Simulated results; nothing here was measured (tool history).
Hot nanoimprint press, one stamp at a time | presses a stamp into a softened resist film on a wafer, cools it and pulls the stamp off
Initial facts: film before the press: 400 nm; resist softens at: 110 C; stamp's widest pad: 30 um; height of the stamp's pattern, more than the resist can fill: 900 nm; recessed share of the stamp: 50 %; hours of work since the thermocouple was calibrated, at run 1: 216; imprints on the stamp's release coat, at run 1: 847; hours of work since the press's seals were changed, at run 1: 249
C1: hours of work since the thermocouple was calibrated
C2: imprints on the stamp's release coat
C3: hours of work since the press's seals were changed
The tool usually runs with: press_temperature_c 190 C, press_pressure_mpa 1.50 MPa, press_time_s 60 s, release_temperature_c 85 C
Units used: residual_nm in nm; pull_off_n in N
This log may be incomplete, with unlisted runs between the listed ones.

{"run": 1, "hour": 0.0, "press_temperature_c": 190, "press_pressure_mpa": 1.5, "press_time_s": 60, "release_temperature_c": 85, "C1": 216, "C2": 847, "C3": 249, "residual_nm": 207.9, "pull_off_n": 231}
{"run": 2, "hour": 16.6, "press_temperature_c": 190, "press_pressure_mpa": 1.5, "press_time_s": 60, "release_temperature_c": 85, "C1": 226, "C2": 923, "C3": 260, "residual_nm": 205.5, "pull_off_n": 233}
{"run": 3, "hour": 28.4, "press_temperature_c": 190, "press_pressure_mpa": 1.5, "press_time_s": 60, "release_temperature_c": 85, "C1": 234, "C2": 977, "C3": 267, "residual_nm": 204.9, "pull_off_n": 240}
{"run": 4, "hour": 37.9, "press_temperature_c": 190, "press_pressure_mpa": 2.2, "press_time_s": 60, "release_temperature_c": 85, "C1": 240, "C2": 1021, "C3": 273, "residual_nm": 173.2, "pull_off_n": 237}
{"run": 5, "hour": 52.2, "press_temperature_c": 190, "press_pressure_mpa": 1.5, "press_time_s": 60, "release_temperature_c": 81, "C1": 249, "C2": 1086, "C3": 282, "residual_nm": 207.9, "pull_off_n": 264}
{"hour": 68.8, "done": "stamp cleaned and given a new release coat"}
{"run": 6, "hour": 74.3, "press_temperature_c": 190, "press_pressure_mpa": 1.5, "press_time_s": 60, "release_temperature_c": 81, "C1": 259, "C2": 26, "C3": 292, "residual_nm": 206.0, "pull_off_n": 247}
{"run": 7, "hour": 89.5, "press_temperature_c": 190, "press_pressure_mpa": 1.5, "press_time_s": 60, "release_temperature_c": 85, "C1": 268, "C2": 95, "C3": 301, "residual_nm": 207.0, "pull_off_n": 221}
{"run": 8, "hour": 101.2, "press_temperature_c": 190, "press_pressure_mpa": 1.5, "press_time_s": 60, "release_temperature_c": 85, "C1": 275, "C2": 149, "C3": 309, "residual_nm": 208.1, "pull_off_n": 228}
{"run": 9, "hour": 117.2, "press_temperature_c": 190, "press_pressure_mpa": 1.5, "press_time_s": 60, "release_temperature_c": 85, "C1": 285, "C2": 222, "C3": 319, "residual_nm": 206.6, "pull_off_n": 219}
{"run": 10, "hour": 133.0, "press_temperature_c": 190, "press_pressure_mpa": 1.5, "press_time_s": 60, "release_temperature_c": 73, "C1": 295, "C2": 294, "C3": 328, "residual_nm": 206.3, "pull_off_n": 296}
{"run": 11, "hour": 142.9, "press_temperature_c": 190, "press_pressure_mpa": 1.5, "press_time_s": 60, "release_temperature_c": 73, "C1": 301, "C2": 339, "C3": 335, "residual_nm": 209.0, "pull_off_n": 301}
{"run": 12, "hour": 158.5, "press_temperature_c": 190, "press_pressure_mpa": 2.34, "press_time_s": 60, "release_temperature_c": 73, "C1": 311, "C2": 411, "C3": 344, "residual_nm": 169.7, "pull_off_n": 304}
{"run": 13, "hour": 173.7, "press_temperature_c": 190, "press_pressure_mpa": 2.34, "press_time_s": 60, "release_temperature_c": 73, "C1": 321, "C2": 480, "C3": 354, "residual_nm": 172.1, "pull_off_n": 302}
{"hour": 178.4, "done": "plate thermocouple calibrated"}
{"run": 14, "hour": 184.7, "press_temperature_c": 190, "press_pressure_mpa": 2.34, "press_time_s": 60, "release_temperature_c": 74, "C1": 4, "C2": 517, "C3": 359, "residual_nm": 170.7, "pull_off_n": 304}
{"run": 15, "hour": 196.3, "press_temperature_c": 190, "press_pressure_mpa": 2.34, "press_time_s": 60, "release_temperature_c": 74, "C1": 11, "C2": 570, "C3": 366, "residual_nm": 173.2, "pull_off_n": 299}
{"run": 16, "hour": 205.7, "press_temperature_c": 193, "press_pressure_mpa": 2.34, "press_time_s": 60, "release_temperature_c": 74, "C1": 17, "C2": 613, "C3": 372, "residual_nm": 151.7, "pull_off_n": 306}
{"hour": 210.2, "done": "plate thermocouple calibrated, once more"}
{"run": 17, "hour": 220.3, "press_temperature_c": 193, "press_pressure_mpa": 1.12, "press_time_s": 35, "release_temperature_c": 84, "C1": 6, "C2": 666, "C3": 379, "residual_nm": 243.7, "pull_off_n": 234}
{"run": 18, "hour": 234.6, "press_temperature_c": 188, "press_pressure_mpa": 1.12, "press_time_s": 119, "release_temperature_c": 84, "C1": 15, "C2": 731, "C3": 388, "residual_nm": 198.0, "pull_off_n": 241}
{"run": 19, "hour": 243.9, "press_temperature_c": 190, "press_pressure_mpa": 1.2, "press_time_s": 35, "release_temperature_c": 83, "C1": 21, "C2": 774, "C3": 394, "residual_nm": 262.5, "pull_off_n": 241}
{"run": 20, "hour": 259.7, "press_temperature_c": 190, "press_pressure_mpa": 1.2, "press_time_s": 35, "release_temperature_c": 83, "C1": 31, "C2": 846, "C3": 404, "residual_nm": 263.2, "pull_off_n": 255}
{"run": 21, "hour": 274.0, "press_temperature_c": 182, "press_pressure_mpa": 2.03, "press_time_s": 70, "release_temperature_c": 85, "C1": 40, "C2": 912, "C3": 412, "residual_nm": 234.5, "pull_off_n": 236}
{"run": 22, "hour": 281.7, "press_temperature_c": 190, "press_pressure_mpa": 1.9, "press_time_s": 39, "release_temperature_c": 91, "C1": 45, "C2": 947, "C3": 417, "residual_nm": 212.5, "pull_off_n": 197}
{"run": 23, "hour": 294.5, "press_temperature_c": 191, "press_pressure_mpa": 1.9, "press_time_s": 39, "release_temperature_c": 91, "C1": 52, "C2": 1006, "C3": 425, "residual_nm": 207.9, "pull_off_n": 195}
{"run": 24, "hour": 304.5, "press_temperature_c": 190, "press_pressure_mpa": 1.12, "press_time_s": 45, "release_temperature_c": 85, "C1": 59, "C2": 1051, "C3": 431, "residual_nm": 251.8, "pull_off_n": 232}
{"hour": 328.2, "done": "stamp cleaned and given a new release coat"}
{"run": 25, "hour": 328.2, "press_temperature_c": 197, "press_pressure_mpa": 1.33, "press_time_s": 60, "release_temperature_c": 85, "C1": 70, "C2": 0, "C3": 443, "residual_nm": 164.6, "pull_off_n": 219}
{"run": 26, "hour": 340.1, "press_temperature_c": 197, "press_pressure_mpa": 1.33, "press_time_s": 60, "release_temperature_c": 85, "C1": 77, "C2": 55, "C3": 450, "residual_nm": 166.4, "pull_off_n": 225}
{"run": 27, "hour": 347.9, "press_temperature_c": 190, "press_pressure_mpa": 1.81, "press_time_s": 60, "release_temperature_c": 71, "C1": 82, "C2": 90, "C3": 455, "residual_nm": 189.7, "pull_off_n": 312}
{"run": 28, "hour": 357.0, "press_temperature_c": 190, "press_pressure_mpa": 1.81, "press_time_s": 60, "release_temperature_c": 71, "C1": 88, "C2": 132, "C3": 460, "residual_nm": 189.1, "pull_off_n": 307}
{"run": 29, "hour": 369.3, "press_temperature_c": 190, "press_pressure_mpa": 1.5, "press_time_s": 89, "release_temperature_c": 76, "C1": 95, "C2": 188, "C3": 468, "residual_nm": 178.4, "pull_off_n": 282}

Alternative continuations, all from the tool just after run 29; predict every row:
{"run": "A", "hour": 388.1, "press_temperature_c": 192, "press_pressure_mpa": 1.54, "press_time_s": 60, "release_temperature_c": 79, "C1": 107, "C2": 274, "C3": 480, "residual_nm": "?", "pull_off_n": "?"}
{"run": "B", "hour": 388.1, "press_temperature_c": 196, "press_pressure_mpa": 1.5, "press_time_s": 60, "release_temperature_c": 85, "C1": 107, "C2": 274, "C3": 480, "residual_nm": "?", "pull_off_n": "?"}
{"run": "C", "hour": 388.1, "press_temperature_c": 190, "press_pressure_mpa": 1.08, "press_time_s": 47, "release_temperature_c": 76, "C1": 107, "C2": 274, "C3": 480, "residual_nm": "?", "pull_off_n": "?"}
{"run": "D", "hour": 388.1, "press_temperature_c": 194, "press_pressure_mpa": 1.5, "press_time_s": 89, "release_temperature_c": 76, "C1": 107, "C2": 274, "C3": 480, "residual_nm": "?", "pull_off_n": "?"}
{"run": "E", "hour": 388.1, "press_temperature_c": 190, "press_pressure_mpa": 1.41, "press_time_s": 60, "release_temperature_c": 85, "C1": 107, "C2": 274, "C3": 480, "residual_nm": "?", "pull_off_n": "?"}

run=A residual_nm=187.2 pull_off_n=262
run=B residual_nm=162.8 pull_off_n=222
run=C residual_nm=249.9 pull_off_n=279
run=D residual_nm=149.9 pull_off_n=279
run=E residual_nm=209.4 pull_off_n=222
What these runs would have given with no unlogged condition in the tool:
run=A residual_nm=182.8 pull_off_n=254
run=B residual_nm=158.9 pull_off_n=214
run=C residual_nm=245.5 pull_off_n=271
run=D residual_nm=146.2 pull_off_n=270
run=E residual_nm=204.8 pull_off_n=215
